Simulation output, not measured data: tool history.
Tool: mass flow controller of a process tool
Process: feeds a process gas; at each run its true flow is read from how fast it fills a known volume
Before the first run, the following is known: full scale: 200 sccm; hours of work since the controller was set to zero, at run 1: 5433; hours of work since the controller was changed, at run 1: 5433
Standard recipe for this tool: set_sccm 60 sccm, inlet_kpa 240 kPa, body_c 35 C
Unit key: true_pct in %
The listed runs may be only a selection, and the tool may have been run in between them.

run	hour	set_sccm	inlet_kpa	body_c	hours of work since the controller was set to zero	hours of work since the controller was changed	true_pct
1	0	60	240	35	5433	5433	99.28
2	184.8	60	157	35	5550	5550	98.5
3	361.5	60	240	35	5661	5661	99.18
4	566.1	60	240	35	5790	5790	99.12
5	758.8	63	240	35	5912	5912	99.09
6	893.7	63	240	35	5997	5997	99.14
7	1058.6	63	240	35	6101	6101	99.17
8	1200.3	60	240	35	6191	6191	99.21
9	1394	60	240	35	6313	6313	98.99
10	1597.3	60	240	35	6441	6441	99.2
11	1882.5	60	240	32	6621	6621	99.34
12	2131.9	60	240	28	6779	6779	99.47
13	2341.7	60	240	28	6911	6911	99.5
14	2500.6	60	240	28	7011	7011	99.55
15	2714.9	60	240	28	7146	7146	99.51
16	3036.3	60	240	31	7349	7349	99.2
17	3182.5	60	240	31	7442	7442	99.32
18	3500.3	60	240	31	7642	7642	99.19
19	3647.8	60	240	31	7735	7735	99.5
20	3965.2	60	240	31	7935	7935	99.34
# hour 4178.1: controller's zero set anew
21	4178.1	50	240	35	0	8070	99.08
22	4385	50	240	35	131	8200	99.11
23	4533.7	60	240	35	224	8294	99.23
24	4769.8	60	240	35	373	8443	99.09
25	5049.5	60	240	35	550	8619	99.11
26	5303.5	60	216	35	710	8780	98.99
27	5549.6	60	216	35	865	8935	98.97
28	5816.1	172	218	23	1034	9103	100.09
29	6050.2	35	237	35	1181	9251	99.03
30	6208.6	29	146	29	1281	9351	98.62
31	6365.7	29	185	29	1380	9450	98.97
32	6598	29	185	29	1527	9597	98.79
33	6755	76	240	34	1626	9696	99.3
34	6899.3	60	240	30	1717	9787	99.37
35	7160.2	60	154	21	1882	9951	99.36
36	7372.5	60	165	33	2016	10085	98.66
37	7618.8	60	165	33	2171	10241	98.76
38	7814.4	147	146	28	2295	10364	99.17
39	8079.5	147	146	28	2462	10531	99.19
40	8251.7	60	167	31	2571	10640	98.9
41	8392.2	165	185	35	2659	10729	99.33
42	8685.3	51	178	35	2844	10914	98.71
43	8964.1	60	233	25	3020	11090	99.74
44	9124.7	28	209	24	3122	11191	99.34
45	9351.5	28	209	24	3265	11334	99.46
46	9578.5	148	230	20	3408	11477	100.21
47	9807.6	24	148	29	3552	11622	98.69
48	9974.9	60	240	38	3658	11728	98.98
49	10181	60	240	38	3788	11858	98.92

Alternative continuations, all from the tool just after run 49; predict every row:
A	10485.5	60	183	22	3980	12050	?
B	10485.5	60	240	32	3980	12050	?
C	10485.5	97	205	26	3980	12050	?

run	true_pct
A	99.43
B	99.37
C	99.63
Had the tool no hidden state, the same runs would have come out as:
run	true_pct
A	99.42
B	99.36
C	99.63
